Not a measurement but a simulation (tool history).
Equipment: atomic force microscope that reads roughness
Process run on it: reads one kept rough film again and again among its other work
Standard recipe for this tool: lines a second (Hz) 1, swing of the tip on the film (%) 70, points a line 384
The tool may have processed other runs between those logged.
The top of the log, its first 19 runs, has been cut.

| run | hour | lines a second (Hz) | swing of the tip on the film (%) | points a line | pictures with this tip | hours of work since the height scale was calibrated | roughness of the kept film (nm (root mean square)) |
|---|---|---|---|---|---|---|---|
| 20 | 296.8 | 1.56 | 81 | 274 | 323 | 33 | 1.025 |
| 21 | 310.3 | 1.56 | 81 | 274 | 337 | 41 | 1.036 |
| 22 | 322.8 | 1.56 | 81 | 274 | 350 | 49 | 1.033 |
|  | 336.7 | new tip fitted |
| 23 | 338.3 | 2.15 | 81 | 273 | 1 | 59 | 1.029 |
| 24 | 353 | 3.82 | 61 | 542 | 17 | 68 | 1.096 |
| 25 | 372.1 | 1.8 | 70 | 493 | 37 | 81 | 1.103 |
| 26 | 386 | 1.8 | 70 | 493 | 52 | 89 | 1.112 |
| 27 | 395 | 0.86 | 68 | 366 | 62 | 95 | 1.149 |
| 28 | 413.5 | 0.58 | 84 | 986 | 81 | 107 | 1.127 |
| 29 | 427.8 | 0.58 | 84 | 986 | 96 | 116 | 1.137 |
| 30 | 438.8 | 0.58 | 84 | 375 | 108 | 123 | 1.126 |
| 31 | 449.3 | 0.58 | 84 | 375 | 119 | 130 | 1.127 |
| 32 | 461 | 1.62 | 78 | 384 | 132 | 137 | 1.079 |

Expected results for the next run?
| 33 | 474.8 | 1.62 | 78 | 384 | 146 | 146 | ? |

{"run 33": {"roughness of the kept film (nm (root mean square))": 1.079}}
The same run, on a tool lacking any hidden state, would have yielded roughness of the kept film (nm (root mean square)) 1.092.

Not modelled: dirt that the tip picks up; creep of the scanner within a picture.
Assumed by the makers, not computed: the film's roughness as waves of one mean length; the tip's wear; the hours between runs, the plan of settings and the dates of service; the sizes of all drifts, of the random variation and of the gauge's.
